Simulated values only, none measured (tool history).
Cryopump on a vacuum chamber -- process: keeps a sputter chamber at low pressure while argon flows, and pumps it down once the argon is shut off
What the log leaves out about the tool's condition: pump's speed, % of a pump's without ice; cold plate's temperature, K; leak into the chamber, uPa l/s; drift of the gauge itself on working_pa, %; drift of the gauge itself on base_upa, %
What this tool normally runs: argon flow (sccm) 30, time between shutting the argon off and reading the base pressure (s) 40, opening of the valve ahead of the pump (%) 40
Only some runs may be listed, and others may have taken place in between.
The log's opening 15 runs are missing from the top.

run   hour  argon flow (sccm)  time between shutting the argon off and reading the base pressure (s)  opening of the valve ahead of the pump (%)  hours of work since the pump was warmed up and emptied  hours of work since the cold head was overhauled  hours of work since the chamber's fittings were tightened  pressure while argon flows (Pa)  pressure after the wait (uPa)
 16  295.2                 30                                                                     40                                          40                                                     454                                               454                                                       2057                           0.0639                           2.73
     306.6  -- pump warmed up, emptied and cooled again
 17  321.4                 17                                                                     32                                          56                                                       7                                               464                                                       2067                           0.0240                           2.70
 18  338.2                 15                                                                     40                                          51                                                      15                                               472                                                       2075                           0.0229                           2.51
 19  363.1                 30                                                                    244                                          43                                                      27                                               485                                                       2087                           0.0544                           1.42
 20  376.1                 30                                                                     40                                          42                                                      34                                               491                                                       2094                           0.0566                           2.43
 21  393.8                 47                                                                     40                                          40                                                      42                                               500                                                       2102                           0.0912                           2.40
 22  411.1                 24                                                                     40                                          58                                                      51                                               508                                                       2111                           0.0328                           2.48
 23  436.8                 47                                                                     22                                          17                                                      63                                               521                                                       2123                           0.2154                           3.47
 24  459.3                 18                                                                    108                                          33                                                      74                                               531                                                       2134                           0.0435                           1.73
 25  479.7                 18                                                                     31                                          33                                                      84                                               541                                                       2144                           0.0419                           2.74
 26  502.0                 28                                                                     31                                          33                                                      95                                               552                                                       2155                           0.0672                           2.82
 27  521.0                 28                                                                    259                                          27                                                     104                                               562                                                       2164                           0.0826                           1.53
 28  543.5                 28                                                                     75                                          27                                                     115                                               573                                                       2175                           0.0816                           2.00
 29  572.8                 28                                                                     75                                          27                                                     130                                               587                                                       2190                           0.0812                           1.96
 30  595.5                 42                                                                     37                                          40                                                     141                                               598                                                       2201                           0.0845                           2.71
 31  608.3                 42                                                                     37                                          40                                                     147                                               604                                                       2207                           0.0840                           2.70

Forecast each of these 3 alternatives for the next run:
  A  624.9                 18                                                                     28                                          40                                                     155                                               612                                                       2215                                ?                              ?
  B  624.9                 13                                                                     54                                          16                                                     155                                               612                                                       2215                                ?                              ?
  C  624.9                 60                                                                     37                                          40                                                     155                                               612                                                       2215                                ?                              ?

run  pressure while argon flows (Pa)  pressure after the wait (uPa)
  A                           0.0364                           3.06
  B                           0.0639                           2.29
  C                           0.1198                           2.73
The same runs, with their run-to-run variation unchanged, on a tool lacking any hidden condition would have given:
run  pressure while argon flows (Pa)  pressure after the wait (uPa)
  A                           0.0350                           1.83
  B                           0.0628                           1.05
  C                           0.1150                           1.48

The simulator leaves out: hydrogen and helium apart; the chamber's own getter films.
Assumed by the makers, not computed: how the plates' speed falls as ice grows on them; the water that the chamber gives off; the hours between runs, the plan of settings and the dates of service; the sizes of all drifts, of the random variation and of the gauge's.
